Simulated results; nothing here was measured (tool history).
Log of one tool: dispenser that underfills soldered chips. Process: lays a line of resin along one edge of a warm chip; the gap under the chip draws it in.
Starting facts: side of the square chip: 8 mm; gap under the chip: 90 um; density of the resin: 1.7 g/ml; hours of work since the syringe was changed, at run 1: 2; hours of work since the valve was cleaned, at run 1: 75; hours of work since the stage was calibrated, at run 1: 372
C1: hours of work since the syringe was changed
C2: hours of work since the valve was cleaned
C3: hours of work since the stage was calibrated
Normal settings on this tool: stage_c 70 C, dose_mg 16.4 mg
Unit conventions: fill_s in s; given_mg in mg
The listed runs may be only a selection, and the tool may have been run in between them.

{"run": 1, "hour": 0.0, "stage_c": 70, "dose_mg": 16.4, "C1": 2, "C2": 75, "C3": 372, "fill_s": 35.5, "given_mg": 15.98}
{"hour": 6.3, "done": "new syringe of resin"}
{"run": 2, "hour": 6.5, "stage_c": 68, "dose_mg": 16.4, "C1": 0, "C2": 80, "C3": 377, "fill_s": 35.3, "given_mg": 15.87}
{"hour": 16.0, "done": "new syringe of resin"}
{"run": 3, "hour": 18.7, "stage_c": 70, "dose_mg": 16.4, "C1": 2, "C2": 90, "C3": 387, "fill_s": 36, "given_mg": 15.58}
{"hour": 24.8, "done": "new syringe of resin"}
{"run": 4, "hour": 24.8, "stage_c": 70, "dose_mg": 16.4, "C1": 0, "C2": 94, "C3": 391, "fill_s": 32.9, "given_mg": 15.57}
{"run": 5, "hour": 32.7, "stage_c": 70, "dose_mg": 20, "C1": 6, "C2": 100, "C3": 398, "fill_s": 42.9, "given_mg": 19.01}
{"hour": 34.0, "done": "new syringe of resin"}
{"run": 6, "hour": 39.7, "stage_c": 70, "dose_mg": 20, "C1": 5, "C2": 106, "C3": 403, "fill_s": 39.4, "given_mg": 19.15}
{"hour": 43.3, "done": "new syringe of resin"}
{"hour": 52.1, "done": "new syringe of resin"}
{"run": 7, "hour": 52.3, "stage_c": 70, "dose_mg": 20, "C1": 0, "C2": 115, "C3": 412, "fill_s": 31.8, "given_mg": 18.85}
{"hour": 61.2, "done": "new syringe of resin"}
{"run": 8, "hour": 64.9, "stage_c": 74, "dose_mg": 16.4, "C1": 3, "C2": 125, "C3": 422, "fill_s": 33.1, "given_mg": 15.47}
{"hour": 70.4, "done": "new syringe of resin"}
{"run": 9, "hour": 76.1, "stage_c": 70, "dose_mg": 15.2, "C1": 5, "C2": 134, "C3": 431, "fill_s": 40.3, "given_mg": 14.33}
{"hour": 79.4, "done": "new syringe of resin"}
{"hour": 88.7, "done": "dispensing valve cleaned and set on the balance"}
{"hour": 89.4, "done": "new syringe of resin"}
{"run": 10, "hour": 89.4, "stage_c": 70, "dose_mg": 16.4, "C1": 0, "C2": 0, "C3": 440, "fill_s": 30.7, "given_mg": 16.35}
{"run": 11, "hour": 95.2, "stage_c": 70, "dose_mg": 18.3, "C1": 5, "C2": 5, "C3": 445, "fill_s": 39.2, "given_mg": 18.32}
{"hour": 98.3, "done": "new syringe of resin"}
{"run": 12, "hour": 100.5, "stage_c": 70, "dose_mg": 18.3, "C1": 2, "C2": 9, "C3": 449, "fill_s": 33.5, "given_mg": 18.3}
{"hour": 107.5, "done": "new syringe of resin"}
{"run": 13, "hour": 108.5, "stage_c": 70, "dose_mg": 18.3, "C1": 1, "C2": 15, "C3": 455, "fill_s": 32.4, "given_mg": 18.32}
{"hour": 116.8, "done": "new syringe of resin"}
{"run": 14, "hour": 119.9, "stage_c": 70, "dose_mg": 18.3, "C1": 2, "C2": 24, "C3": 464, "fill_s": 35.2, "given_mg": 18.11}
{"hour": 125.8, "done": "new syringe of resin"}
{"run": 15, "hour": 131.5, "stage_c": 70, "dose_mg": 18.3, "C1": 5, "C2": 33, "C3": 473, "fill_s": 39.2, "given_mg": 18.12}
{"hour": 135.2, "done": "new syringe of resin"}
{"run": 16, "hour": 141.0, "stage_c": 70, "dose_mg": 18.3, "C1": 5, "C2": 40, "C3": 480, "fill_s": 39.1, "given_mg": 17.9}
{"hour": 144.2, "done": "new syringe of resin"}
{"run": 17, "hour": 151.0, "stage_c": 70, "dose_mg": 18.3, "C1": 5, "C2": 48, "C3": 488, "fill_s": 41.1, "given_mg": 17.82}
{"hour": 152.9, "done": "new syringe of resin"}
{"hour": 161.7, "done": "new syringe of resin"}
{"run": 18, "hour": 163.7, "stage_c": 70, "dose_mg": 18.3, "C1": 2, "C2": 57, "C3": 497, "fill_s": 34.1, "given_mg": 17.86}
{"run": 19, "hour": 169.6, "stage_c": 74, "dose_mg": 15.5, "C1": 6, "C2": 62, "C3": 502, "fill_s": 38.4, "given_mg": 14.96}
{"hour": 171.0, "done": "new syringe of resin"}
{"run": 20, "hour": 178.2, "stage_c": 80, "dose_mg": 17.4, "C1": 6, "C2": 69, "C3": 509, "fill_s": 30.2, "given_mg": 16.82}
{"hour": 179.9, "done": "new syringe of resin"}
{"run": 21, "hour": 188.1, "stage_c": 80, "dose_mg": 17.4, "C1": 7, "C2": 76, "C3": 516, "fill_s": 31.3, "given_mg": 16.87}
{"hour": 189.2, "done": "new syringe of resin"}
{"hour": 198.2, "done": "new syringe of resin"}
{"run": 22, "hour": 199.4, "stage_c": 61, "dose_mg": 17.1, "C1": 1, "C2": 85, "C3": 525, "fill_s": 44.2, "given_mg": 16.49}
{"hour": 207.5, "done": "new syringe of resin"}
{"run": 23, "hour": 209.7, "stage_c": 58, "dose_mg": 18, "C1": 2, "C2": 93, "C3": 533, "fill_s": 49.5, "given_mg": 17.22}
{"hour": 216.9, "done": "new syringe of resin"}
{"run": 24, "hour": 220.5, "stage_c": 58, "dose_mg": 18, "C1": 3, "C2": 101, "C3": 541, "fill_s": 52.4, "given_mg": 17.15}
{"hour": 226.0, "done": "new syringe of resin"}
{"run": 25, "hour": 232.8, "stage_c": 58, "dose_mg": 18, "C1": 5, "C2": 111, "C3": 551, "fill_s": 59.2, "given_mg": 17.03}
{"hour": 235.0, "done": "new syringe of resin"}
{"hour": 244.2, "done": "new syringe of resin"}
{"run": 26, "hour": 244.2, "stage_c": 80, "dose_mg": 20.9, "C1": 0, "C2": 119, "C3": 559, "fill_s": 22.8, "given_mg": 20.05}
{"hour": 253.2, "done": "new syringe of resin"}
{"run": 27, "hour": 254.2, "stage_c": 64, "dose_mg": 15.8, "C1": 1, "C2": 127, "C3": 567, "fill_s": 38.6, "given_mg": 14.91}
{"hour": 262.0, "done": "new syringe of resin"}
{"run": 28, "hour": 262.0, "stage_c": 64, "dose_mg": 15.8, "C1": 0, "C2": 133, "C3": 573, "fill_s": 37.3, "given_mg": 14.8}
{"hour": 271.1, "done": "new syringe of resin"}
{"run": 29, "hour": 272.6, "stage_c": 59, "dose_mg": 14.5, "C1": 1, "C2": 141, "C3": 581, "fill_s": 47.7, "given_mg": 13.61}
{"hour": 275.4, "done": "dispensing valve cleaned and set on the balance"}
{"hour": 281.0, "done": "new syringe of resin"}
{"run": 30, "hour": 281.4, "stage_c": 59, "dose_mg": 14.5, "C1": 0, "C2": 5, "C3": 587, "fill_s": 44.8, "given_mg": 14.54}
{"hour": 290.1, "done": "new syringe of resin"}
{"run": 31, "hour": 292.8, "stage_c": 59, "dose_mg": 14.5, "C1": 2, "C2": 13, "C3": 596, "fill_s": 50.5, "given_mg": 14.56}
{"hour": 298.9, "done": "new syringe of resin"}
{"run": 32, "hour": 303.7, "stage_c": 83, "dose_mg": 14, "C1": 4, "C2": 22, "C3": 604, "fill_s": 26.2, "given_mg": 14.05}
{"hour": 308.1, "done": "new syringe of resin"}
{"run": 33, "hour": 309.2, "stage_c": 74, "dose_mg": 16.3, "C1": 1, "C2": 26, "C3": 608, "fill_s": 28.7, "given_mg": 16.35}

Predict each of these 3 candidate next runs independently; none follows another, all start after run 33:
{"run": "A", "hour": 314.4, "stage_c": 59, "dose_mg": 18.9, "C1": 5, "C2": 30, "C3": 613, "fill_s": "?", "given_mg": "?"}
{"run": "B", "hour": 314.4, "stage_c": 55, "dose_mg": 18, "C1": 5, "C2": 30, "C3": 613, "fill_s": "?", "given_mg": "?"}
{"run": "C", "hour": 314.4, "stage_c": 76, "dose_mg": 14.8, "C1": 5, "C2": 30, "C3": 613, "fill_s": "?", "given_mg": "?"}

run=A fill_s=56.1 given_mg=18.76
run=B fill_s=63.7 given_mg=17.92
run=C fill_s=33 given_mg=14.7
Without the tool's hidden state the same runs would have given:
run=A fill_s=48.9 given_mg=18.92
run=B fill_s=55.5 given_mg=18.08
run=C fill_s=28.3 given_mg=14.83
